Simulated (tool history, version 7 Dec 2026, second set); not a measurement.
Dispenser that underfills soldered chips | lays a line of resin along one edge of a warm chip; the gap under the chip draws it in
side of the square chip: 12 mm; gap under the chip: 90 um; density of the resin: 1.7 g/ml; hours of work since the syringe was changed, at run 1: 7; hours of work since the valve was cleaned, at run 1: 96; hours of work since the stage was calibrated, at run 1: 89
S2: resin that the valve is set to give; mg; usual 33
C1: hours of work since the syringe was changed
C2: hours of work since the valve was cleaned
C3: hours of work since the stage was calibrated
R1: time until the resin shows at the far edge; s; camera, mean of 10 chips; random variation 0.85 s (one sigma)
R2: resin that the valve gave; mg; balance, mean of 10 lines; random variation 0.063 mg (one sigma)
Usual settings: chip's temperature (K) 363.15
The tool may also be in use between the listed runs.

{"run": 1, "day": 0.0, "chip's temperature (K)": 363.15, "S2": 33, "C1": 7, "C2": 96, "C3": 89, "R1": 131.1, "R2": 31.76}
{"day": 0.054, "done": "new syringe of resin"}
{"run": 2, "day": 0.146, "chip's temperature (K)": 363.15, "S2": 33, "C1": 2, "C2": 98, "C3": 91, "R1": 86.9, "R2": 31.62}
{"run": 3, "day": 0.362, "chip's temperature (K)": 363.15, "S2": 33.3, "C1": 5, "C2": 102, "C3": 95, "R1": 111.8, "R2": 31.94}
{"day": 0.533, "done": "new syringe of resin"}
{"run": 4, "day": 0.575, "chip's temperature (K)": 353.15, "S2": 33.3, "C1": 1, "C2": 105, "C3": 98, "R1": 123.5, "R2": 31.91}
{"day": 0.638, "done": "dispensing valve cleaned and set on the balance"}
{"run": 5, "day": 0.846, "chip's temperature (K)": 363.15, "S2": 33, "C1": 4, "C2": 3, "C3": 102, "R1": 107.3, "R2": 32.75}
{"run": 6, "day": 1.012, "chip's temperature (K)": 363.15, "S2": 31.3, "C1": 7, "C2": 6, "C3": 105, "R1": 128, "R2": 31.06}
{"day": 1.062, "done": "new syringe of resin"}
{"run": 7, "day": 1.167, "chip's temperature (K)": 376.15, "S2": 33, "C1": 2, "C2": 8, "C3": 107, "R1": 55.4, "R2": 32.67}
{"run": 8, "day": 1.288, "chip's temperature (K)": 353.15, "S2": 37.4, "C1": 4, "C2": 10, "C3": 109, "R1": 153.7, "R2": 37.06}
{"run": 9, "day": 1.417, "chip's temperature (K)": 353.15, "S2": 37.4, "C1": 6, "C2": 13, "C3": 111, "R1": 176.5, "R2": 37.16}
{"day": 1.546, "done": "new syringe of resin"}
{"run": 10, "day": 1.667, "chip's temperature (K)": 353.15, "S2": 37.4, "C1": 2, "C2": 17, "C3": 115, "R1": 139, "R2": 37.04}
{"run": 11, "day": 1.942, "chip's temperature (K)": 362.15, "S2": 35, "C1": 7, "C2": 21, "C3": 119, "R1": 129, "R2": 34.47}
{"day": 2.025, "done": "new syringe of resin"}
{"run": 12, "day": 2.229, "chip's temperature (K)": 375.15, "S2": 30.3, "C1": 3, "C2": 26, "C3": 124, "R1": 65.6, "R2": 29.88}
{"run": 13, "day": 2.475, "chip's temperature (K)": 370.15, "S2": 33.8, "C1": 7, "C2": 30, "C3": 128, "R1": 100.9, "R2": 33.11}

Hidden state at the last listed run before each entry between runs and at the first one after, where it differs:
Between runs 1 and 2: new syringe of resin (day 0.054)
  resin's viscosity, % of fresh resin's: 158.3 -> 109.1; dose that the valve gives, % of what is set: 96.12 -> 96.03; true chip temperature over the reading, C: -0.35 -> -0.36
  measured less the result without the state, R1: +49.8 -> +9 s; R2: -1.28 -> -1.31 mg
Between runs 3 and 4: new syringe of resin (day 0.533)
  resin's viscosity, % of fresh resin's: 138.2 -> 102.1; dose that the valve gives, % of what is set: 95.88 -> 95.75; true chip temperature over the reading, C: -0.37 -> -0.39
  measured less the result without the state, R1: +32.9 -> +5.3 s; R2: -1.37 -> -1.42 mg
Between runs 4 and 5: dispensing valve cleaned and set on the balance (day 0.638)
  resin's viscosity, % of fresh resin's: 102.1 -> 131.1; dose that the valve gives, % of what is set: 95.75 -> 99.36; true chip temperature over the reading, C: -0.39 -> -0.4
  measured less the result without the state, R1: +5.3 -> +26.8 s; R2: -1.42 -> -0.21 mg
Between runs 6 and 7: new syringe of resin (day 1.062)
  resin's viscosity, % of fresh resin's: 156.6 -> 112.5; dose that the valve gives, % of what is set: 99.24 -> 99.14; true chip temperature over the reading, C: -0.41 -> -0.42
  measured less the result without the state, R1: +47.6 -> +7 s; R2: -0.23 -> -0.28 mg
Between runs 9 and 10: new syringe of resin (day 1.546)
  resin's viscosity, % of fresh resin's: 147.5 -> 115.5; dose that the valve gives, % of what is set: 98.99 -> 98.83; true chip temperature over the reading, C: -0.44 -> -0.45
  measured less the result without the state, R1: +59.3 -> +21 s; R2: -0.38 -> -0.43 mg
Between runs 11 and 12: new syringe of resin (day 2.025)
  resin's viscosity, % of fresh resin's: 155.3 -> 124.8; dose that the valve gives, % of what is set: 98.66 -> 98.49; true chip temperature over the reading, C: -0.47 -> -0.49
  measured less the result without the state, R1: +47.7 -> +14.3 s; R2: -0.46 -> -0.46 mg
